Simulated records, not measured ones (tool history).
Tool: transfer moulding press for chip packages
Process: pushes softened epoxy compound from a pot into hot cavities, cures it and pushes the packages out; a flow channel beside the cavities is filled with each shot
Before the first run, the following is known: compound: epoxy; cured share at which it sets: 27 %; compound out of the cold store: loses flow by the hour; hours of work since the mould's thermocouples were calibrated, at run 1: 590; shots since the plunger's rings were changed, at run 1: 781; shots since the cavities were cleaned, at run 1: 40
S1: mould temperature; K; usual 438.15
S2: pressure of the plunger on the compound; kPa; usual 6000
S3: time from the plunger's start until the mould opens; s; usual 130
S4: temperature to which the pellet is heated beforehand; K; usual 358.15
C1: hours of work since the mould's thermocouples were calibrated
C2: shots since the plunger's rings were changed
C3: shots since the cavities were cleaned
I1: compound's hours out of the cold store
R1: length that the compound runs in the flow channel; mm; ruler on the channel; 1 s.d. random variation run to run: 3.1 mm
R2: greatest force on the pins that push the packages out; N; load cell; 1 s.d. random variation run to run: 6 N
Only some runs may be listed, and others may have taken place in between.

Run 1, hour 0: usual settings; C1 590; C2 781; C3 40; I1 31.9. Result: R1 665 mm, R2 246 N.
Run 2, hour 51.8: usual settings; C1 631; C2 1325; C3 584; I1 31.8. Result: R1 670 mm, R2 429 N.
At hour 76.8: mould's thermocouples calibrated.
Run 3, hour 88.9: usual settings; C1 9; C2 1694; C3 953; I1 32.5. Result: R1 667 mm, R2 450 N.
At hour 94.8: cavities cleaned with cleaning compound and waxed.
Run 4, hour 133.8: usual settings; C1 43; C2 2150; C3 410; I1 32.6. Result: R1 662 mm, R2 405 N.
At hour 167.7: mould's thermocouples calibrated, once more.
Run 5, hour 184.4: usual settings but S2 7330 kPa; C1 13; C2 2660; C3 920; I1 13.9. Result: R1 789 mm, R2 435 N.
At hour 194.6: cavities cleaned with cleaning compound and waxed.
Run 6, hour 236.6: usual settings; C1 53; C2 3193; C3 442; I1 28.1. Result: R1 670 mm, R2 394 N.
Run 7, hour 287.6: usual settings; C1 92; C2 3728; C3 977; I1 32.7. Result: R1 644 mm, R2 447 N.
At hour 293.5: cavities cleaned with cleaning compound and waxed.
Run 8, hour 326.9: usual settings but S2 6860 kPa; C1 122; C2 4125; C3 351; I1 10.6. Result: R1 766 mm, R2 372 N.
Run 9, hour 379.8: usual settings; C1 163; C2 4681; C3 907; I1 32.5. Result: R1 643 mm, R2 444 N.
At hour 390: cavities cleaned with cleaning compound and waxed.
At hour 401: plunger's sealing rings changed.
Run 10, hour 429.5: usual settings; C1 199; C2 300; C3 388; I1 37.9. Result: R1 646 mm, R2 377 N.
Run 11, hour 484.5: usual settings; C1 242; C2 878; C3 966; I1 8.5. Result: R1 740 mm, R2 452 N.
At hour 491: cavities cleaned with cleaning compound and waxed.
Run 12, hour 516.7: usual settings; C1 265; C2 1199; C3 269; I1 38.6. Result: R1 644 mm, R2 343 N.
Run 13, hour 568.6: usual settings but S1 432.15 K, S2 5790 kPa, S3 131 s, S4 353.15 K; C1 306; C2 1745; C3 815; I1 42.3. Result: R1 647 mm, R2 648 N.
At hour 591.5: cavities cleaned with cleaning compound and waxed.
Run 14, hour 602.8: usual settings but S1 432.15 K, S2 5790 kPa, S3 131 s, S4 353.15 K; C1 331; C2 2089; C3 119; I1 21.9. Result: R1 710 mm, R2 490 N.
Run 15, hour 639.1: usual settings but S3 143 s, S4 357.15 K; C1 360; C2 2469; C3 499; I1 14.2. Result: R1 720 mm, R2 378 N.
Run 16, hour 672.9: usual settings but S1 435.15 K, S2 5350 kPa, S3 131 s, S4 361.15 K; C1 386; C2 2824; C3 854; I1 30.5. Result: R1 640 mm, R2 508 N.
At hour 688: cavities cleaned with cleaning compound and waxed.
Run 17, hour 701.6: usual settings but S1 431.15 K, S2 6010 kPa, S3 160 s, S4 353.15 K; C1 407; C2 3111; C3 143; I1 18.2. Result: R1 736 mm, R2 365 N.
Run 18, hour 743.5: usual settings but S1 436.15 K, S3 118 s; C1 440; C2 3550; C3 582; I1 10.4. Result: R1 738 mm, R2 582 N.
At hour 786.3: cavities cleaned with cleaning compound and waxed.
Run 19, hour 796.3: usual settings but S1 435.15 K, S4 359.15 K; C1 480; C2 4089; C3 105; I1 11.7. Result: R1 735 mm, R2 380 N.

Expected results for the next run?
Run 20, hour 829.2: usual settings but S2 6770 kPa, S3 163 s, S4 349.15 K; C1 506; C2 4435; C3 451; I1 8.3. Result: R1 ?, R2 ?.

Run 20 measured R1 777 mm, R2 351 N.
With the hidden condition absent and the run-to-run variation left alone, this run would have shown R1 805 mm, R2 199 N.
